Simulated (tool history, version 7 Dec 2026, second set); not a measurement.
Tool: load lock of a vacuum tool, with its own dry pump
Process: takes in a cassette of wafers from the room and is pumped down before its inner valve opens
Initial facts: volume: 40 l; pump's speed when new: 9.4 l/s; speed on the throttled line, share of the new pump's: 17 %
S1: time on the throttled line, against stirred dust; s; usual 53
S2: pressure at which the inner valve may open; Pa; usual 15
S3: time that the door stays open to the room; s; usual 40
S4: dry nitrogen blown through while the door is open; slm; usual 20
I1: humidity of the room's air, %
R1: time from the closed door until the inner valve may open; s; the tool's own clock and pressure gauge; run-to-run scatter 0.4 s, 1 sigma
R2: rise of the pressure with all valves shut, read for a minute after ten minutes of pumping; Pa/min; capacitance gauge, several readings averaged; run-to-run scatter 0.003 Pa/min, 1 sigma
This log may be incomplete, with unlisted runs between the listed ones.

run 1 day=0 | S1=53 S2=15 S3=40 S4=20 | I1=45.3 | R1=83.7 R2=0.05
run 2 day=6.183 | S1=53 S2=15 S3=40 S4=20 | I1=45.2 | R1=84 R2=0.053
run 3 day=19.846 | S1=53 S2=15 S3=40 S4=15 | I1=48.2 | R1=84.8 R2=0.058
run 4 day=32.225 | S1=53 S2=15 S3=40 S4=15 | I1=47 | R1=84.3 R2=0.057
run 5 day=41.371 | S1=53 S2=15 S3=40 S4=20 | I1=43.4 | R1=84.4 R2=0.056
run 6 day=49.5 | S1=53 S2=15 S3=40 S4=20 | I1=41.8 | R1=84.7 R2=0.056
run 7 day=62.404 | S1=53 S2=15 S3=40 S4=20 | I1=43.1 | R1=84.5 R2=0.059
run 8 day=70.658 | S1=53 S2=15 S3=40 S4=20 | I1=45.8 | R1=84.3 R2=0.06
run 9 day=77.817 | S1=53 S2=29 S3=40 S4=20 | I1=44.6 | R1=81.7 R2=0.061
run 10 day=92.304 | S1=53 S2=15 S3=40 S4=12 | I1=45.1 | R1=84.4 R2=0.068
run 11 day=103.825 | S1=53 S2=15 S3=40 S4=12 | I1=46.6 | R1=84.2 R2=0.071
run 12 day=113.475 | S1=53 S2=15 S3=40 S4=23 | I1=47.1 | R1=85.2 R2=0.064
run 13 day=121.942 | S1=53 S2=15 S3=40 S4=20 | I1=47.4 | R1=84.6 R2=0.07
run 14 day=130.3 | S1=53 S2=24 S3=40 S4=20 | I1=42.2 | R1=82.7 R2=0.067
run 15 day=139.912 | S1=53 S2=15 S3=40 S4=20 | I1=46.9 | R1=84.5 R2=0.067
run 16 day=151.696 | S1=53 S2=15 S3=40 S4=20 | I1=47.9 | R1=85.3 R2=0.067
run 17 day=161.946 | S1=53 S2=15 S3=40 S4=13 | I1=45.5 | R1=85.4 R2=0.078
run 18 day=168.088 | S1=53 S2=15 S3=40 S4=13 | I1=45.2 | R1=85.5 R2=0.078
run 19 day=178.912 | S1=53 S2=15 S3=40 S4=13 | I1=45.5 | R1=84.8 R2=0.076
run 20 day=188.554 | S1=84 S2=15 S3=168 S4=20 | I1=44.5 | R1=109.8 R2=0.108
-- day=194.771 dry pump taken out, an overhauled one fitted
run 21 day=198.642 | S1=53 S2=23 S3=40 S4=8 | I1=47.1 | R1=79.4 R2=0.084
run 22 day=207.104 | S1=53 S2=17 S3=76 S4=20 | I1=43.6 | R1=80.6 R2=0.084
run 23 day=221.4 | S1=33 S2=25 S3=31 S4=20 | I1=45.5 | R1=62.3 R2=0.076
run 24 day=229.354 | S1=101 S2=25 S3=31 S4=20 | I1=44 | R1=118.9 R2=0.072
run 25 day=242.846 | S1=101 S2=19 S3=125 S4=20 | I1=48.2 | R1=120.3 R2=0.108
run 26 day=250.758 | S1=77 S2=24 S3=101 S4=7 | I1=45.9 | R1=99.4 R2=0.12
run 27 day=257.538 | S1=77 S2=24 S3=101 S4=7 | I1=45.3 | R1=99.3 R2=0.118
run 28 day=267.071 | S1=36 S2=15 S3=53 S4=20 | I1=46.2 | R1=67.8 R2=0.089
run 29 day=273.967 | S1=55 S2=17 S3=92 S4=22 | I1=41.4 | R1=83.5 R2=0.091
run 30 day=287.204 | S1=55 S2=17 S3=92 S4=22 | I1=46.4 | R1=81.9 R2=0.103
run 31 day=295.196 | S1=53 S2=22 S3=164 S4=5 | I1=43.5 | R1=80.2 R2=0.148
run 32 day=305.729 | S1=68 S2=29 S3=40 S4=36 | I1=44.4 | R1=91.2 R2=0.083
run 33 day=316.496 | S1=53 S2=15 S3=40 S4=18 | I1=43.7 | R1=82.1 R2=0.093
run 34 day=328.233 | S1=53 S2=15 S3=116 S4=16 | I1=44.5 | R1=82 R2=0.12

What will run 35 give?
run 35 day=342.288 | S1=53 S2=15 S3=116 S4=16 | I1=47.7 | R1=? R2=?

{"run 35": {"R1": 81.4, "R2": 0.124}}
With no hidden state in the tool, this same run would have given R1 81.1 s, R2 0.049 Pa/min.
